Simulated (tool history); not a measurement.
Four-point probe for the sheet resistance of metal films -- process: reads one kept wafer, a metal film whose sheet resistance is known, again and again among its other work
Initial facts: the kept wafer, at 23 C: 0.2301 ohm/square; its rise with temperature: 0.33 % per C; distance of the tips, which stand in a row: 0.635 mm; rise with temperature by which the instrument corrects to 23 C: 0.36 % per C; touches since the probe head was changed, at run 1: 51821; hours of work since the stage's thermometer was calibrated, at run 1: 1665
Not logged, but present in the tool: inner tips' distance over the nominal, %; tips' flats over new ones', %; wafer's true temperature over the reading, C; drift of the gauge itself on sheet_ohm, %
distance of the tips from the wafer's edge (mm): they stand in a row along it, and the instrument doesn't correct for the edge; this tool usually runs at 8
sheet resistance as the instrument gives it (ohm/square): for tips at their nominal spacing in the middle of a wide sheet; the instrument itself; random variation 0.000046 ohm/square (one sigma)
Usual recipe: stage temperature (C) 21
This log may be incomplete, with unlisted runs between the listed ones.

run   hour  stage temperature (C)  distance of the tips from the wafer's edge (mm)  touches since the probe head was changed  hours of work since the stage's thermometer was calibrated  sheet resistance as the instrument gives it (ohm/square)
  1    0.0                     21                                                8                                     51821                                                        1665                                                  0.231116
  2   23.5                     21                                               43                                     52520                                                        1677                                                  0.230322
  3   75.4                     21                                               43                                     54065                                                        1704                                                  0.230336
  4  128.6                     21                                               43                                     55648                                                        1731                                                  0.230336
  5  165.1                     34                                                8                                     56735                                                        1750                                                  0.230138
  6  190.3                     34                                                8                                     57486                                                        1762                                                  0.230139
  7  234.9                     26                                               15                                     58813                                                        1785                                                  0.230142
  8  282.2                     31                                                6                                     60221                                                        1809                                                  0.230944
  9  315.2                     26                                                9                                     61205                                                        1826                                                  0.230448
 10  339.7                     26                                                9                                     61932                                                        1839                                                  0.230435
 11  365.2                     26                                                9                                     62693                                                        1852                                                  0.230506

Consider 4 possible next runs. They are alternatives, not a sequence: every one starts from the tool as it was left by run 11. What does each give?
  A  387.3                     21                                               40                                     63348                                                        1863                                                         ?
  B  387.3                     19                                               10                                     63348                                                        1863                                                         ?
  C  387.3                     22                                               41                                     63348                                                        1863                                                         ?
  D  387.3                     26                                               51                                     63348                                                        1863                                                         ?

run  sheet resistance as the instrument gives it (ohm/square)
  A                                                  0.230332
  B                                                  0.230923
  C                                                  0.230271
  D                                                  0.229927
What these runs would have given with no unlogged condition in the tool:
run  sheet resistance as the instrument gives it (ohm/square)
  A                                                  0.230301
  B                                                  0.230892
  C                                                  0.230240
  D                                                  0.229896
